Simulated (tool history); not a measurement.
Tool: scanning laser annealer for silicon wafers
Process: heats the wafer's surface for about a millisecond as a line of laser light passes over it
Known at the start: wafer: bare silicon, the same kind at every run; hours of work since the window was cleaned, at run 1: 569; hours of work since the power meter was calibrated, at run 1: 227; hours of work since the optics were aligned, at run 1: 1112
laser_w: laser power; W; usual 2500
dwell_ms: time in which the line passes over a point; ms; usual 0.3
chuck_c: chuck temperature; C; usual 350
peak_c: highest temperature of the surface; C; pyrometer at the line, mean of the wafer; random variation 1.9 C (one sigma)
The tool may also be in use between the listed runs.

| run | hour | laser_w | dwell_ms | chuck_c | hours of work since the window was cleaned | hours of work since the power meter was calibrated | hours of work since the optics were aligned | peak_c |
|---|---|---|---|---|---|---|---|---|
| 1 | 0 | 2500 | 0.3 | 350 | 569 | 227 | 1112 | 1130 |
| 2 | 12.7 | 2500 | 0.3 | 350 | 574 | 232 | 1117 | 1129 |
| 3 | 30.9 | 2500 | 0.3 | 350 | 582 | 240 | 1125 | 1128 |
| 4 | 45 | 2500 | 0.3 | 350 | 588 | 246 | 1131 | 1128 |
| 5 | 69.7 | 2500 | 0.3 | 350 | 599 | 257 | 1142 | 1128 |
| 6 | 89.9 | 2500 | 0.3 | 350 | 608 | 266 | 1151 | 1126 |
| 7 | 106.6 | 2500 | 0.3 | 350 | 615 | 273 | 1158 | 1126 |
| 8 | 125.9 | 2500 | 0.234 | 350 | 623 | 281 | 1166 | 1026 |
| 9 | 139.5 | 2500 | 0.234 | 357 | 629 | 287 | 1172 | 1033 |
| 10 | 162.8 | 2500 | 0.314 | 350 | 639 | 297 | 1182 | 1139 |
| 11 | 192.4 | 2500 | 0.314 | 350 | 652 | 310 | 1195 | 1140 |
| 12 | 222 | 2500 | 0.3 | 373 | 665 | 323 | 1208 | 1147 |
| 13 | 252.4 | 2500 | 0.3 | 373 | 678 | 336 | 1221 | 1140 |
| 14 | 272.4 | 2500 | 0.358 | 373 | 687 | 345 | 1230 | 1219 |
| 15 | 295.3 | 2500 | 0.3 | 350 | 697 | 355 | 1240 | 1122 |
| 16 | 310.6 | 2500 | 0.3 | 350 | 703 | 361 | 1247 | 1120 |
| 17 | 323.9 | 2209 | 0.307 | 329 | 709 | 367 | 1252 | 991 |
| 18 | 354 | 2214 | 0.3 | 350 | 722 | 380 | 1265 | 1005 |
| 19 | 376.4 | 2556 | 0.3 | 350 | 732 | 390 | 1275 | 1141 |
|  | 388.4 | optics aligned, line set to its width |
| 20 | 402.3 | 2556 | 0.3 | 350 | 741 | 399 | 6 | 1148 |
| 21 | 424.8 | 2685 | 0.305 | 352 | 751 | 409 | 16 | 1209 |
| 22 | 447.5 | 2568 | 0.332 | 379 | 761 | 419 | 26 | 1223 |
| 23 | 473.1 | 2568 | 0.332 | 379 | 772 | 430 | 37 | 1225 |
| 24 | 502.2 | 2671 | 0.249 | 379 | 784 | 442 | 49 | 1141 |
| 25 | 517 | 2671 | 0.249 | 379 | 791 | 449 | 56 | 1144 |
| 26 | 536.5 | 2558 | 0.224 | 350 | 799 | 457 | 64 | 1029 |
| 27 | 560.5 | 2511 | 0.361 | 356 | 810 | 468 | 75 | 1209 |
| 28 | 580.9 | 2520 | 0.235 | 382 | 818 | 477 | 84 | 1065 |
| 29 | 609.2 | 2520 | 0.235 | 382 | 831 | 489 | 96 | 1066 |

Forecast each of these 4 alternatives for the next run:
| A | 628.2 | 2676 | 0.3 | 350 | 839 | 497 | 104 | ? |
| B | 628.2 | 2319 | 0.248 | 323 | 839 | 497 | 104 | ? |
| C | 628.2 | 2418 | 0.3 | 367 | 839 | 497 | 104 | ? |
| D | 628.2 | 2520 | 0.231 | 382 | 839 | 497 | 104 | ? |

| run | peak_c |
|---|---|
| A | 1188 |
| B | 953 |
| C | 1101 |
| D | 1059 |
Without the tool's hidden state the same runs would have given:
| run | peak_c |
|---|---|
| A | 1240 |
| B | 992 |
| C | 1147 |
| D | 1101 |

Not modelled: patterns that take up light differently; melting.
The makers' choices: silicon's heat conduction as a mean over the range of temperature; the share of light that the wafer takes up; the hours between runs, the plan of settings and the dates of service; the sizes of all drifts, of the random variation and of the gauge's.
